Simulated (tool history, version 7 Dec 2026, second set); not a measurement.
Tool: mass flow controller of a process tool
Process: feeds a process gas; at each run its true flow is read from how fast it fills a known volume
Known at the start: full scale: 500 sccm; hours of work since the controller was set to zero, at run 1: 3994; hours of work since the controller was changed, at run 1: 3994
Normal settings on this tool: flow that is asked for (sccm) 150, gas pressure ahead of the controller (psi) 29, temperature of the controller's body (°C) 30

run     hour  flow that is asked for (sccm)  gas pressure ahead of the controller (psi)  temperature of the controller's body (°C)  hours of work since the controller was set to zero  hours of work since the controller was changed  true flow (%)
  1        0                            150                                          29                                         30                                                3994                                            3994          97.47
  2    281.4                            150                                          29                                         30                                                4183                                            4183          97.53
  3    429.1                            150                                          29                                         30                                                4282                                            4282          97.62
  4    701.3                            150                                          29                                         30                                                4465                                            4465           97.6
  5   1048.7                            150                                          29                                         30                                                4698                                            4698          97.73
  6   1226.6                            150                                          29                                         30                                                4818                                            4818           97.5
  7   1414.7                            150                                        20.6                                         30                                                4944                                            4944          97.43
  8   1663.6                            150                                        20.6                                         30                                                5111                                            5111          97.39
  9   1814.6                            150                                        20.6                                         30                                                5212                                            5212          97.51
 10   2054.7                            150                                        20.6                                         30                                                5373                                            5373          97.47
 11   2304.8                            150                                        20.6                                         30                                                5541                                            5541           97.5
      2396.1  -- controller's zero set anew
 12   2544.2                            150                                        20.6                                         30                                                  99                                            5702          97.45
 13   2753.9                            150                                        26.7                                         30                                                 240                                            5842          97.58
 14   3088.8                            150                                          29                                         30                                                 465                                            6067          97.55
 15   3283.5                            150                                          29                                         30                                                 596                                            6198          97.61
 16   3619.1                            150                                          29                                         30                                                 821                                            6423          97.58
 17   3966.6                            150                                          29                                         30                                                1054                                            6656           97.6
 18   4208.1                            150                                          29                                         30                                                1216                                            6818          97.65
      4296.8  -- controller exchanged for a calibrated one
 19   4488.8                            150                                          29                                         30                                                 129                                             129          97.59
 20   4789.1                            150                                          29                                         30                                                 330                                             330          97.69
 21   5008.1                            150                                          21                                         30                                                 477                                             477          97.52
 22     5265                            150                                          21                                         30                                                 650                                             650          97.46
 23   5555.6                            150                                          29                                         30                                                 845                                             845          97.56
 24   5821.6                            122                                          29                                         30                                                1023                                            1023          97.43
 25     6050                            199                                        32.3                                         36                                                1177                                            1177          97.53
 26   6230.4                            302                                        32.3                                         36                                                1298                                            1298          97.97
 27     6495                            302                                        22.5                                         21                                                1475                                            1475          99.13
 28   6778.4                            302                                        35.8                                         21                                                1666                                            1666          99.13
 29   6946.8                            114                                          29                                         32                                                1779                                            1779          97.17
 30   7295.6                            114                                          29                                         32                                                2013                                            2013          97.28
 31   7550.2                            102                                        27.1                                         20                                                2184                                            2184          98.06
 32   7758.2                            102                                        27.1                                         20                                                2323                                            2323          98.14
 33   8033.7                             68                                        32.6                                         39                                                2508                                            2508          96.52
 34   8293.9                             68                                        32.6                                         39                                                2683                                            2683          96.53
 35   8569.4                            244                                        32.6                                         23                                                2868                                            2868          98.83
 36   8915.2                            244                                        32.6                                         23                                                3100                                            3100          98.83
 37   9068.1                            416                                        32.6                                         25                                                3203                                            3203          99.66
 38     9329                            416                                        32.6                                         25                                                3378                                            3378          99.69
 39   9554.4                            150                                          37                                         26                                                3529                                            3529          98.11
 40   9714.1                            150                                        30.9                                         30                                                3636                                            3636          97.57
 41  10060.8                            150                                        30.9                                         30                                                3869                                            3869          97.78
 42  10319.3                            150                                        30.9                                         30                                                4042                                            4042          97.53
 43  10558.9                            150                                        30.9                                         30                                                4203                                            4203          97.76
 44  10800.7                            150                                        30.9                                         23                                                4366                                            4366          98.16
 45  11122.4                            150                                        30.9                                         23                                                4581                                            4581           98.2
 46  11288.1                            229                                          29                                         25                                                4693                                            4693          98.51
 47  11557.9                             51                                        33.9                                         30                                                4874                                            4874          97.11

Below are 5 alternative next runs, each starting from the tool's condition after run 47. Predict each:
  A  11743.6                            150                                        21.8                                         30                                                4998                                            4998              ?
  B  11743.6                            150                                        28.4                                         22                                                4998                                            4998              ?
  C  11743.6                            185                                        35.1                                         25                                                4998                                            4998              ?
  D  11743.6                             51                                        27.4                                         31                                                4998                                            4998              ?
  E  11743.6                            150                                          26                                         30                                                4998                                            4998              ?

run  true flow (%)
  A          97.42
  B          98.14
  C          98.32
  D          96.98
  E          97.55
Had the tool no hidden state, the same runs would have come out as:
run  true flow (%)
  A          97.43
  B          98.15
  C          98.33
  D          97.01
  E          97.56

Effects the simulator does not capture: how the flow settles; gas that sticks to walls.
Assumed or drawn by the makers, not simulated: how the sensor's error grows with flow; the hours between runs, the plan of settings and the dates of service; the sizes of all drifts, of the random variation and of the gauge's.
